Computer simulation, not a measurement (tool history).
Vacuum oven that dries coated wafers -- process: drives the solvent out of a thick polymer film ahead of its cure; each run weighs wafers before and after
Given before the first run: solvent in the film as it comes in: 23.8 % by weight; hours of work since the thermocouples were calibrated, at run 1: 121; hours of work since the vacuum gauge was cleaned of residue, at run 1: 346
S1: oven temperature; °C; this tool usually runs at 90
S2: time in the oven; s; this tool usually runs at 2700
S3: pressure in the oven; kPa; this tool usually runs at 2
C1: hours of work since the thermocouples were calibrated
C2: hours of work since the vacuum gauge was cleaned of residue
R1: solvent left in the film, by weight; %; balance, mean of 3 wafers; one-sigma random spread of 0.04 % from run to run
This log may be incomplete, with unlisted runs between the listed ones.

run,hour,S1,S2,S3,C1,C2,R1
1,0,90,2700,2,121,346,2.67
2,14,90,2700,2,128,353,2.66
3,47.8,90,2700,2,144,369,2.65
4,81,90,2700,2,160,385,2.71
5,109.7,90,2700,2,174,399,2.69
6,128.2,75,2700,2,183,408,8.84
7,154.1,90,2700,1.79,195,420,2.55
8,172.4,90,2700,1.79,204,429,2.51
9,192.6,90,2700,1.79,214,439,2.52
10,208.4,90,1380,2,221,446,5.86
11,227.8,90,1380,2,231,455,5.84
12,253.1,90,2700,1.94,243,468,2.59
13,273.9,90,2700,1.94,253,478,2.64
14,299.3,90,2700,1.94,265,490,2.64
15,325.9,90,2700,2,278,503,2.73
16,352.1,90,2820,2,291,515,2.59
17,371.6,90,2700,2,300,525,2.71
18,391.7,90,2700,2,310,535,2.74
19,405.7,90,2700,2,316,541,2.75
20,425.9,86,2700,2,326,551,3.96
21,452,86,2700,2,339,564,3.94
22,478.1,86,2700,2,351,576,3.96
23,496.1,86,2700,2,360,585,3.96
24,527.9,86,2700,2,375,600,4
25,555.1,84,1380,2,388,613,8.67
26,578.4,88,3420,3.73,400,624,4.03
27,601.4,84,2700,1.39,411,636,4.18
28,635.6,83,2460,1.14,427,652,4.87
29,667.6,80,2700,2,443,667,6.5
30,690.8,80,2700,2,454,679,6.54
31,712.2,87,3300,3.43,464,689,4.13
32,736.8,87,3300,3.43,476,701,4.18
33,753,81,3480,2,484,709,4.72
34,776.2,90,4320,2,495,720,1.89
35,796.2,104,1380,7.35,505,729,4.29
36,819,104,1380,7.35,516,740,4.21
37,847.9,104,1380,7.35,529,754,4.22
38,873.3,91,1680,3.62,542,767,5.53
39,906.1,79,1680,3.62,557,782,11.39
40,938.9,95,2880,3.4,573,798,2.66
41,967.6,90,2400,1.1,587,812,2.58
42,993.4,90,3120,2,600,824,2.46
43,1021.2,79,3060,1.94,613,838,6.22
44,1042.9,79,3060,1.94,623,848,6.31
45,1074.3,79,3060,1.94,639,863,6.32
46,1105.3,90,2100,1.33,653,878,3.34
47,1119.3,90,2100,1.33,660,885,3.3

What would each run have given without the hidden state, its run-to-run variation left as it was?
The tool's hidden condition here consists of: true wafer temperature over the reading, C; true pressure over the reading, kPa; drift of the gauge itself on solvent_pct, %.
run,R1
1,2.65
2,2.64
3,2.62
4,2.68
5,2.65
6,8.8
7,2.51
8,2.46
9,2.47
10,5.83
11,5.81
12,2.53
13,2.57
14,2.57
15,2.66
16,2.51
17,2.63
18,2.66
19,2.66
20,3.86
21,3.83
22,3.85
23,3.84
24,3.87
25,8.55
26,3.9
27,4.03
28,4.71
29,6.31
30,6.35
31,3.97
32,4.01
33,4.51
34,1.74
35,4.18
36,4.1
37,4.11
38,5.34
39,11.16
40,2.52
41,2.38
42,2.27
43,5.92
44,6.01
45,6.01
46,3.11
47,3.07

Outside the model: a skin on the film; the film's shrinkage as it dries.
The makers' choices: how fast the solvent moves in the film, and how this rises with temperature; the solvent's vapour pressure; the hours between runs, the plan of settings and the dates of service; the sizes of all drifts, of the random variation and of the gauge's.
